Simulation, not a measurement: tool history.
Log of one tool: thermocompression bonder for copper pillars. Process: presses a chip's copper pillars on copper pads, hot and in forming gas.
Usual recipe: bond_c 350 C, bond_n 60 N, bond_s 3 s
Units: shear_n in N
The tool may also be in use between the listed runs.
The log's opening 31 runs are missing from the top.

run   hour  bond_c  bond_n  bond_s  shear_n
 32  544.0     346      60       6     81.5
 33  555.1     346      88       4     90.6
 34  580.1     339      54       5     66.9
 35  594.8     339      52       4     60.1
 36  606.1     339      52       4     58.3
 37  629.0     339      52       4     58.9
 38  649.0     350      80       5     92.6
 39  660.2     350      80       5     92.0

Alternative continuations, all from the tool just after run 39; predict every row:
  A  683.6     350      62       3        ?
  B  683.6     350      80       7        ?
  C  683.6     348      80       2        ?
  D  683.6     350      80       5        ?

run  shear_n
  A     66.0
  B    103.2
  C     67.1
  D     93.2
With the hidden condition removed and each run's random variation left untouched, the same runs would have given:
run  shear_n
  A     66.5
  B    104.0
  C     67.6
  D     93.9

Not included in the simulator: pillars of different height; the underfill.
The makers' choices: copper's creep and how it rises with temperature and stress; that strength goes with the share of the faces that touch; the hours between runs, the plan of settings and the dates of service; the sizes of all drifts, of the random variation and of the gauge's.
